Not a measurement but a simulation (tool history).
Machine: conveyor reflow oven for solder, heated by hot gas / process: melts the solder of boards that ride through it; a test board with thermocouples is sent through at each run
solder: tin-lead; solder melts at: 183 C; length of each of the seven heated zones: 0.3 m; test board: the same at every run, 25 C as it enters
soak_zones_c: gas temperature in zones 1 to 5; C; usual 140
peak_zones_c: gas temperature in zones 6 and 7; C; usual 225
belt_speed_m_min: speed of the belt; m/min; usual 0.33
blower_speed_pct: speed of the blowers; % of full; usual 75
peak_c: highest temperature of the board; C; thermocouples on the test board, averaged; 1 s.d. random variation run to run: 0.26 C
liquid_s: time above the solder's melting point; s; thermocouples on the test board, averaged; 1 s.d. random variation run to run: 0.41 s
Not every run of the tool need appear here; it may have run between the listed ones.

run 1 hour=0 | soak_zones_c=140 peak_zones_c=225 belt_speed_m_min=0.33 blower_speed_pct=75 | peak_c=207.4 liquid_s=68.6
run 2 hour=7.3 | soak_zones_c=140 peak_zones_c=225 belt_speed_m_min=0.33 blower_speed_pct=75 | peak_c=207.9 liquid_s=69.4
run 3 hour=18.9 | soak_zones_c=140 peak_zones_c=225 belt_speed_m_min=0.33 blower_speed_pct=75 | peak_c=207.6 liquid_s=68.8
run 4 hour=35.4 | soak_zones_c=140 peak_zones_c=225 belt_speed_m_min=0.33 blower_speed_pct=75 | peak_c=207.4 liquid_s=69.4
run 5 hour=51.3 | soak_zones_c=140 peak_zones_c=225 belt_speed_m_min=0.33 blower_speed_pct=61 | peak_c=203.8 liquid_s=61.6
run 6 hour=61.5 | soak_zones_c=140 peak_zones_c=225 belt_speed_m_min=0.33 blower_speed_pct=75 | peak_c=206.9 liquid_s=69.3
run 7 hour=73.2 | soak_zones_c=140 peak_zones_c=225 belt_speed_m_min=0.33 blower_speed_pct=75 | peak_c=207.2 liquid_s=68.4
run 8 hour=82.3 | soak_zones_c=140 peak_zones_c=225 belt_speed_m_min=0.33 blower_speed_pct=82 | peak_c=208.6 liquid_s=71.7
-- hour=87.5 belt drive overhauled, speed set with a stopwatch
run 9 hour=93.1 | soak_zones_c=140 peak_zones_c=225 belt_speed_m_min=0.33 blower_speed_pct=75 | peak_c=207.4 liquid_s=68.7
run 10 hour=109.1 | soak_zones_c=140 peak_zones_c=225 belt_speed_m_min=0.33 blower_speed_pct=75 | peak_c=207.1 liquid_s=68.5
run 11 hour=119.6 | soak_zones_c=140 peak_zones_c=225 belt_speed_m_min=0.352 blower_speed_pct=75 | peak_c=205.1 liquid_s=60.9
run 12 hour=132.3 | soak_zones_c=127 peak_zones_c=234 belt_speed_m_min=0.288 blower_speed_pct=55 | peak_c=211.1 liquid_s=77.6
-- hour=143.8 flux residue cleaned out of gas plates and filters
run 13 hour=145.9 | soak_zones_c=127 peak_zones_c=234 belt_speed_m_min=0.288 blower_speed_pct=55 | peak_c=212.8 liquid_s=80.1
run 14 hour=155.7 | soak_zones_c=149 peak_zones_c=239 belt_speed_m_min=0.281 blower_speed_pct=61 | peak_c=224.3 liquid_s=108.6
run 15 hour=166.7 | soak_zones_c=135 peak_zones_c=240 belt_speed_m_min=0.33 blower_speed_pct=75 | peak_c=220.7 liquid_s=83.4
run 16 hour=178.2 | soak_zones_c=135 peak_zones_c=224 belt_speed_m_min=0.33 blower_speed_pct=50 | peak_c=199 liquid_s=49.3
-- hour=186.3 belt drive overhauled, speed set with a stopwatch, once more
run 17 hour=189.8 | soak_zones_c=135 peak_zones_c=224 belt_speed_m_min=0.33 blower_speed_pct=50 | peak_c=199.3 liquid_s=49.8

Branching from run 17: 4 alternative next runs. What would each branch give?
run A hour=198.2 | soak_zones_c=140 peak_zones_c=217 belt_speed_m_min=0.33 blower_speed_pct=75 | peak_c=? liquid_s=?
run B hour=198.2 | soak_zones_c=140 peak_zones_c=238 belt_speed_m_min=0.353 blower_speed_pct=60 | peak_c=? liquid_s=?
run C hour=198.2 | soak_zones_c=135 peak_zones_c=224 belt_speed_m_min=0.33 blower_speed_pct=70 | peak_c=? liquid_s=?
run D hour=198.2 | soak_zones_c=140 peak_zones_c=225 belt_speed_m_min=0.33 blower_speed_pct=51 | peak_c=? liquid_s=?

run=A peak_c=202.2 liquid_s=61.1
run=B peak_c=212.7 liquid_s=69.9
run=C peak_c=205.9 liquid_s=64.7
run=D peak_c=201.7 liquid_s=57.6
Take away the tool's hidden state, keep each run's random variation, and the runs would have read:
run=A peak_c=202.8 liquid_s=62.1
run=B peak_c=213.3 liquid_s=70.6
run=C peak_c=206.5 liquid_s=65.6
run=D peak_c=202.2 liquid_s=58.5
